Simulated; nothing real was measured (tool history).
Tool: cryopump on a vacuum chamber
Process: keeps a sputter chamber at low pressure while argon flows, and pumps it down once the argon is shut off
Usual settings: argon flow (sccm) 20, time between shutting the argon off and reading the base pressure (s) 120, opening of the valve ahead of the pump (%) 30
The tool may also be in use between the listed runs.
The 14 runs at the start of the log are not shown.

| run | hour | argon flow (sccm) | time between shutting the argon off and reading the base pressure (s) | opening of the valve ahead of the pump (%) | pressure while argon flows (Pa) | pressure after the wait (uPa) |
|---|---|---|---|---|---|---|
| 15 | 584.2 | 20 | 120 | 32 | 0.0948 | 2.58 |
| 16 | 626.3 | 20 | 120 | 30 | 0.1017 | 2.54 |
| 17 | 675.1 | 20 | 120 | 30 | 0.1026 | 2.57 |
| 18 | 711.3 | 20 | 120 | 36 | 0.0843 | 2.62 |
| 19 | 745.7 | 8 | 31 | 41 | 0.0297 | 3.93 |
| 20 | 785.5 | 33 | 255 | 22 | 0.2305 | 2.5 |
| 21 | 813.1 | 33 | 255 | 22 | 0.2298 | 2.48 |
| 22 | 861.6 | 20 | 174 | 38 | 0.0823 | 2.54 |
| 23 | 904.4 | 22 | 32 | 22 | 0.1527 | 4.01 |
| 24 | 936.9 | 22 | 103 | 46 | 0.0745 | 2.82 |
| 25 | 977.1 | 22 | 103 | 46 | 0.0745 | 2.93 |
| 26 | 1017.3 | 11 | 45 | 42 | 0.0415 | 3.67 |
| 27 | 1070.3 | 18 | 120 | 35 | 0.0804 | 2.97 |
| 28 | 1099 | 18 | 120 | 35 | 0.0807 | 2.9 |
| 29 | 1145.7 | 20 | 47 | 30 | 0.103 | 3.76 |
| 30 | 1172.2 | 11 | 121 | 25 | 0.068 | 3.02 |
| 31 | 1227.5 | 9 | 69 | 21 | 0.0664 | 3.33 |
| 32 | 1269.3 | 20 | 223 | 30 | 0.1045 | 2.82 |
| 33 | 1296.6 | 20 | 91 | 18 | 0.1714 | 3.25 |

4 options for the next run, each taken on its own from the tool as it stands now. Forecast them:
| A | 1329.9 | 10 | 120 | 18 | ? | ? |
| B | 1329.9 | 20 | 91 | 52 | ? | ? |
| C | 1329.9 | 20 | 212 | 18 | ? | ? |
| D | 1329.9 | 13 | 102 | 35 | ? | ? |

| run | pressure while argon flows (Pa) | pressure after the wait (uPa) |
|---|---|---|
| A | 0.0861 | 3.21 |
| B | 0.0621 | 3.29 |
| C | 0.1724 | 2.99 |
| D | 0.0588 | 3.31 |
What these runs would have given with no unlogged condition in the tool:
| run | pressure while argon flows (Pa) | pressure after the wait (uPa) |
|---|---|---|
| A | 0.0846 | 0.73 |
| B | 0.059 | 0.85 |
| C | 0.1693 | 0.48 |
| D | 0.0568 | 0.8 |

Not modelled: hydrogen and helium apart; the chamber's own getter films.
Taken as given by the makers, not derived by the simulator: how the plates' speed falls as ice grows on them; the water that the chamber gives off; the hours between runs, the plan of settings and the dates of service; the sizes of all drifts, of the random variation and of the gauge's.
